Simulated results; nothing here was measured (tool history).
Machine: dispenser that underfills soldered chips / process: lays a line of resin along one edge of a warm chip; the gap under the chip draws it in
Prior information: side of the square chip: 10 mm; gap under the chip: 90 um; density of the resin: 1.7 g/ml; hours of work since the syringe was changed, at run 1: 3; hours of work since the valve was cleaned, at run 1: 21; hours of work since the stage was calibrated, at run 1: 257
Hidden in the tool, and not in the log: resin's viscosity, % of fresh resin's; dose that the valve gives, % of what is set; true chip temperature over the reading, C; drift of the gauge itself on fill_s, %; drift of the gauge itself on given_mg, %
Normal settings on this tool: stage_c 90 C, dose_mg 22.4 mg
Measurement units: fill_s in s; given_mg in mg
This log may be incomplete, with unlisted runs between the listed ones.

run,hour,stage_c,dose_mg,hours of work since the syringe was changed,hours of work since the valve was cleaned,hours of work since the stage was calibrated,fill_s,given_mg
1,0,90,22.4,3,21,257,51.1,22.06
2,6.7,86,22.4,7,26,261,78.3,21.92
# hour 8.1: new syringe of resin
3,13.4,86,22.4,3,30,265,59.7,21.78
# hour 21.2: new syringe of resin
4,27.4,86,22.4,4,38,274,61.4,21.75
# hour 33.4: new syringe of resin
5,36.4,86,22.4,2,44,279,53.8,21.53
6,43.2,86,22.4,6,48,284,72,21.49
# hour 46.7: new syringe of resin
7,51.5,86,22.4,3,53,289,58.1,21.33
# hour 59: new syringe of resin
8,65.1,89,22.4,4,61,297,55,21.39
# hour 71.6: new syringe of resin
9,76.8,80,22.4,3,68,304,72.2,21.09
# hour 84.3: new syringe of resin
10,85.6,80,22.4,1,74,309,59.6,20.95
11,93.7,80,22.4,6,79,314,84.5,20.81
# hour 96.9: new syringe of resin
12,100.5,90,24.6,2,83,318,47.6,23.1
# hour 109.4: new syringe of resin
13,113.1,90,22,2,90,326,48.3,20.31
# hour 122: new syringe of resin
14,123.7,90,22.4,1,97,332,45.1,20.66
# hour 133.2: dispensing valve cleaned and set on the balance
15,133.4,90,21.6,6,0,338,65.1,21.64
# hour 135.5: new syringe of resin
16,140.5,90,28.9,3,4,342,50.1,28.35
# hour 148.2: new syringe of resin
17,154,90,28.9,4,13,350,51.4,28.66
# hour 161.2: new syringe of resin
18,168,89,20,4,21,359,56,19.63
# hour 173.7: new syringe of resin
19,179.9,85,27,4,28,366,59.1,26.44
# hour 186.7: new syringe of resin
20,192.8,93,27,4,36,374,46.5,26.22
# hour 199.6: new syringe of resin
21,201.5,93,27,1,41,379,37.9,25.96
# hour 212.5: new syringe of resin
22,212.7,102,25.8,0,48,386,26.8,24.88
23,219.2,102,25.8,4,52,390,36.5,24.67
# hour 225.2: new syringe of resin
24,227.1,77,20.4,1,57,395,69.4,19.29
25,235.6,77,20.4,7,62,400,100,19.29
# hour 237.9: new syringe of resin
26,248.2,77,20.4,6,70,408,99.4,19.31
# hour 250.5: new syringe of resin
27,258.6,95,21,5,76,414,49.6,19.72
# hour 262.7: new syringe of resin
28,264.9,95,21,1,80,418,38.6,19.46
# hour 275.6: new syringe of resin
29,275.9,75,25.1,0,87,425,65.5,23.37

What will run 30 give?
# hour 288: new syringe of resin
30,288,83,26.2,0,94,432,?,?

Run 30 measured fill_s 49.5 s, given_mg 24.21 mg.
Were there no unlogged condition in the tool, this run, its random variation unchanged, would have produced fill_s 53.1 s, given_mg 26.22 mg.
